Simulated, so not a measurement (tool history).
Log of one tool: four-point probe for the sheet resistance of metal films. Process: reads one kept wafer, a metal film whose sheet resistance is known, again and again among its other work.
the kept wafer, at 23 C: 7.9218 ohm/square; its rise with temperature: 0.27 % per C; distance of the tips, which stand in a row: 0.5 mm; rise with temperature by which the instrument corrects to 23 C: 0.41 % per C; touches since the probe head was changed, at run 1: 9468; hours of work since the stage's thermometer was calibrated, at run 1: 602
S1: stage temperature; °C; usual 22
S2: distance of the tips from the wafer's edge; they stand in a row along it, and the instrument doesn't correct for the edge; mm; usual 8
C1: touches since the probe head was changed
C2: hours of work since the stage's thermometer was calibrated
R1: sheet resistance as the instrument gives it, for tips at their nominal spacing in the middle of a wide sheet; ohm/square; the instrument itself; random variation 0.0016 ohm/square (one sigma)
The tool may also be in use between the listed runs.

{"run": 1, "hour": 0.0, "S1": 22, "S2": 8, "C1": 9468, "C2": 602, "R1": 7.95481}
{"run": 2, "hour": 60.1, "S1": 22, "S2": 8, "C1": 12651, "C2": 644, "R1": 7.963711}
{"run": 3, "hour": 127.8, "S1": 22, "S2": 8, "C1": 16239, "C2": 691, "R1": 7.963554}
{"run": 4, "hour": 183.0, "S1": 22, "S2": 8, "C1": 19165, "C2": 729, "R1": 7.966511}
{"run": 5, "hour": 240.4, "S1": 22, "S2": 8, "C1": 22204, "C2": 769, "R1": 7.972023}
{"run": 6, "hour": 336.3, "S1": 22, "S2": 8, "C1": 27283, "C2": 836, "R1": 7.973937}
{"run": 7, "hour": 398.4, "S1": 22, "S2": 8, "C1": 30572, "C2": 879, "R1": 7.979758}
{"run": 8, "hour": 478.4, "S1": 22, "S2": 8, "C1": 34811, "C2": 934, "R1": 7.981966}
{"run": 9, "hour": 549.4, "S1": 22, "S2": 6, "C1": 38570, "C2": 984, "R1": 8.001201}
{"run": 10, "hour": 622.9, "S1": 22, "S2": 21, "C1": 42466, "C2": 1035, "R1": 7.975788}
{"hour": 629.6, "done": "stage's thermometer calibrated"}
{"run": 11, "hour": 668.5, "S1": 22, "S2": 21, "C1": 44852, "C2": 27, "R1": 7.982091}
{"run": 12, "hour": 764.0, "S1": 22, "S2": 8, "C1": 49915, "C2": 93, "R1": 8.003385}
{"run": 13, "hour": 814.2, "S1": 22, "S2": 8, "C1": 52573, "C2": 128, "R1": 8.003315}
{"run": 14, "hour": 867.0, "S1": 22, "S2": 61, "C1": 55368, "C2": 165, "R1": 7.989042}
{"run": 15, "hour": 930.4, "S1": 27, "S2": 50, "C1": 58727, "C2": 209, "R1": 7.940252}
{"run": 16, "hour": 1015.6, "S1": 23, "S2": 4, "C1": 63242, "C2": 268, "R1": 8.056103}
{"hour": 1078.9, "done": "stage's thermometer calibrated, once more"}
{"run": 17, "hour": 1091.6, "S1": 29, "S2": 21, "C1": 67239, "C2": 9, "R1": 7.915733}
{"run": 18, "hour": 1189.9, "S1": 24, "S2": 21, "C1": 72446, "C2": 77, "R1": 7.972129}
{"run": 19, "hour": 1273.0, "S1": 24, "S2": 6, "C1": 76851, "C2": 135, "R1": 8.006184}
{"hour": 1307.6, "done": "new probe head fitted"}
{"run": 20, "hour": 1337.6, "S1": 19, "S2": 26, "C1": 1592, "C2": 179, "R1": 8.002045}
{"run": 21, "hour": 1385.0, "S1": 27, "S2": 29, "C1": 4100, "C2": 212, "R1": 7.91325}
{"run": 22, "hour": 1457.2, "S1": 19, "S2": 16, "C1": 7927, "C2": 262, "R1": 8.013924}
{"run": 23, "hour": 1533.2, "S1": 34, "S2": 7, "C1": 11955, "C2": 315, "R1": 7.869857}
{"run": 24, "hour": 1617.8, "S1": 20, "S2": 4, "C1": 16436, "C2": 373, "R1": 8.072003}
{"run": 25, "hour": 1703.0, "S1": 20, "S2": 39, "C1": 20946, "C2": 432, "R1": 8.009634}
{"run": 26, "hour": 1759.2, "S1": 24, "S2": 17, "C1": 23924, "C2": 471, "R1": 7.968923}

Forecast each of these 4 alternatives for the next run:
{"run": "A", "hour": 1827.6, "S1": 31, "S2": 26, "C1": 27546, "C2": 519, "R1": "?"}
{"run": "B", "hour": 1827.6, "S1": 19, "S2": 4, "C1": 27546, "C2": 519, "R1": "?"}
{"run": "C", "hour": 1827.6, "S1": 24, "S2": 4, "C1": 27546, "C2": 519, "R1": "?"}
{"run": "D", "hour": 1827.6, "S1": 21, "S2": 5, "C1": 27546, "C2": 519, "R1": "?"}

run=A R1=7.894670
run=B R1=8.094438
run=C R1=8.035440
run=D R1=8.048435
Without the tool's hidden state the same runs would have given:
run=A R1=7.836393
run=B R1=8.034601
run=C R1=7.976090
run=D R1=7.988946
